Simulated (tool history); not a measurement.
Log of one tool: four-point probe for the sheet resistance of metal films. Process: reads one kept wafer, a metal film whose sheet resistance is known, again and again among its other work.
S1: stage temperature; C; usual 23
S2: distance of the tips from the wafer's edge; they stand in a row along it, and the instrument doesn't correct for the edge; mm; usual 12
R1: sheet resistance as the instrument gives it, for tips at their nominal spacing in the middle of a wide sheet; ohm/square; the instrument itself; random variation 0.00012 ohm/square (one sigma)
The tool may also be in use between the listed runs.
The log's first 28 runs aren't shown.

run   hour  S1  S2        R1
 29  388.5  26  21  0.587819
     390.6  -- stage's thermometer calibrated
 30  406.5  23   5   0.59362
 31  418.3  32  18  0.585293
 32  428.5  32  18  0.585518
 33  446.6  32  18  0.585174
     452.8  -- stage's thermometer calibrated, once more
 34  463.3  35  51  0.584053
 35  480.6  35  51  0.584027
 36  495.4  32   4   0.59289
 37  512.5  18  11  0.591983
 38  530.1  18  11  0.591718
 39    540  18  11  0.592045
 40  557.4  18  11  0.592051
 41  572.3  21  53  0.589823

Forecast each of these 3 alternatives for the next run:
  A   590  22  21   ?
  B   590  28  19   ?
  C   590  18  12   ?

run        R1
  A  0.589311
  B  0.586891
  C   0.59181
Without the tool's hidden state the same runs would have given:
run        R1
  A  0.588963
  B  0.586542
  C  0.591463
